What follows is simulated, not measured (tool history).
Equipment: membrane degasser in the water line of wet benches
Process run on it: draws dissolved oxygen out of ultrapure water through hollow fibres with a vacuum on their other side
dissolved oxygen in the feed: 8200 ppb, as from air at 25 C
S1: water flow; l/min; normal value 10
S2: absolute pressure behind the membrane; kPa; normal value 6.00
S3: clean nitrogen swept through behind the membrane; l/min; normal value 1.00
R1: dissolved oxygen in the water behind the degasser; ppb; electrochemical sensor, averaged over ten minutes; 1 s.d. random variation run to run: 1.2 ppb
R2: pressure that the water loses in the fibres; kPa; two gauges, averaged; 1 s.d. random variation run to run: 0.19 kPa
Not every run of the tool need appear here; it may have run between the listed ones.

run 1 hour=0.0 | S1=10 S2=6.00 S3=1.00 | R1=111.5 R2=37.65
run 2 hour=111.8 | S1=10 S2=6.00 S3=1.00 | R1=111.6 R2=37.90
run 3 hour=266.7 | S1=10 S2=6.00 S3=1.00 | R1=110.7 R2=37.84
run 4 hour=404.4 | S1=10 S2=9.22 S3=1.00 | R1=182.8 R2=37.59
run 5 hour=604.2 | S1=10 S2=6.00 S3=1.00 | R1=110.1 R2=37.56
run 6 hour=772.9 | S1=10 S2=15.00 S3=1.00 | R1=316.0 R2=37.84
run 7 hour=872.3 | S1=10 S2=15.00 S3=1.00 | R1=317.2 R2=37.63
run 8 hour=1037.2 | S1=10 S2=15.00 S3=1.00 | R1=313.4 R2=37.75
run 9 hour=1169.3 | S1=10 S2=15.00 S3=1.00 | R1=311.0 R2=37.42
run 10 hour=1330.5 | S1=10 S2=15.00 S3=1.00 | R1=315.0 R2=37.25
run 11 hour=1446.0 | S1=10 S2=15.00 S3=1.00 | R1=317.1 R2=37.68
run 12 hour=1634.7 | S1=10 S2=3.63 S3=0.71 | R1=59.7 R2=37.48
run 13 hour=1813.5 | S1=10 S2=4.23 S3=1.96 | R1=60.3 R2=37.68
run 14 hour=2024.0 | S1=10 S2=4.23 S3=1.96 | R1=58.8 R2=37.68
run 15 hour=2123.8 | S1=10 S2=6.00 S3=1.64 | R1=87.0 R2=37.58
run 16 hour=2234.6 | S1=7 S2=7.43 S3=0.83 | R1=109.7 R2=26.27
run 17 hour=2339.5 | S1=7 S2=8.92 S3=2.32 | R1=67.5 R2=26.24
run 18 hour=2551.3 | S1=9 S2=14.77 S3=0.48 | R1=506.1 R2=33.86
run 19 hour=2683.3 | S1=9 S2=6.92 S3=0.78 | R1=139.7 R2=33.94
run 20 hour=2890.1 | S1=9 S2=6.92 S3=0.78 | R1=138.0 R2=33.81
run 21 hour=3095.7 | S1=11 S2=6.00 S3=1.00 | R1=126.8 R2=41.07

Not shown here: 1 entry made in the log between runs. Locate each between two listed runs and compare the hidden state at the listed run before it with the hidden state at the listed run after it:
Logged between run 16 and run 17: seals of the vacuum lines changed (hour 2325.9)
  air that leaks in behind the membrane, l/min: 0.0024 -> 0.002

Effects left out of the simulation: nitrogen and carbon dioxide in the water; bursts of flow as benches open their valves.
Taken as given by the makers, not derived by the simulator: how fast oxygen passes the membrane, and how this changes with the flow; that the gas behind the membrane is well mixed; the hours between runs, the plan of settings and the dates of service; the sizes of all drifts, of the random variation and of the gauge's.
